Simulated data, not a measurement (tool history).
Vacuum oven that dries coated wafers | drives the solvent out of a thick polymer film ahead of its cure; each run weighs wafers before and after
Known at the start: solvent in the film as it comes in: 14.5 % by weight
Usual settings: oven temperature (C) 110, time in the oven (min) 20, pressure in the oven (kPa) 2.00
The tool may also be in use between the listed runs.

run,hour,oven temperature (C),time in the oven (min),pressure in the oven (kPa),solvent left in the film (%)
1,0.0,110,20,2.00,2.08
2,24.5,110,20,1.42,1.60
3,38.9,110,20,1.42,1.62
4,61.5,110,20,7.56,6.32
5,79.1,110,20,7.56,6.26
6,104.5,110,20,2.00,2.07
7,128.1,110,20,4.71,4.18
8,151.7,110,20,4.71,4.10
9,170.4,110,20,2.00,2.13
10,194.9,110,20,2.00,2.03
11,216.6,110,20,2.00,2.14
12,237.8,104,20,2.82,3.88
# hour 241.6: vacuum gauge cleaned of residue and calibrated
13,259.9,104,20,2.82,3.98
14,280.3,97,16,4.39,8.17
15,302.8,97,16,1.42,5.64
16,317.1,117,17,1.42,1.09
17,333.5,117,17,1.85,1.36
18,346.5,117,17,1.85,1.36
19,357.7,117,17,1.85,1.40

Forecast each of these 4 alternatives for the next run:
# hour 363.4: vacuum gauge cleaned of residue and calibrated, once more
A,372.4,106,18,5.56,?
# hour 363.4: vacuum gauge cleaned of residue and calibrated, once more
B,372.4,107,17,1.85,?
# hour 363.4: vacuum gauge cleaned of residue and calibrated, once more
C,372.4,106,14,3.29,?
# hour 363.4: vacuum gauge cleaned of residue and calibrated, once more
D,372.4,113,13,1.85,?

run,solvent left in the film (%)
A,5.76
B,2.72
C,4.58
D,2.16
Without the tool's hidden state the same runs would have given:
run,solvent left in the film (%)
A,5.95
B,2.86
C,4.77
D,2.28

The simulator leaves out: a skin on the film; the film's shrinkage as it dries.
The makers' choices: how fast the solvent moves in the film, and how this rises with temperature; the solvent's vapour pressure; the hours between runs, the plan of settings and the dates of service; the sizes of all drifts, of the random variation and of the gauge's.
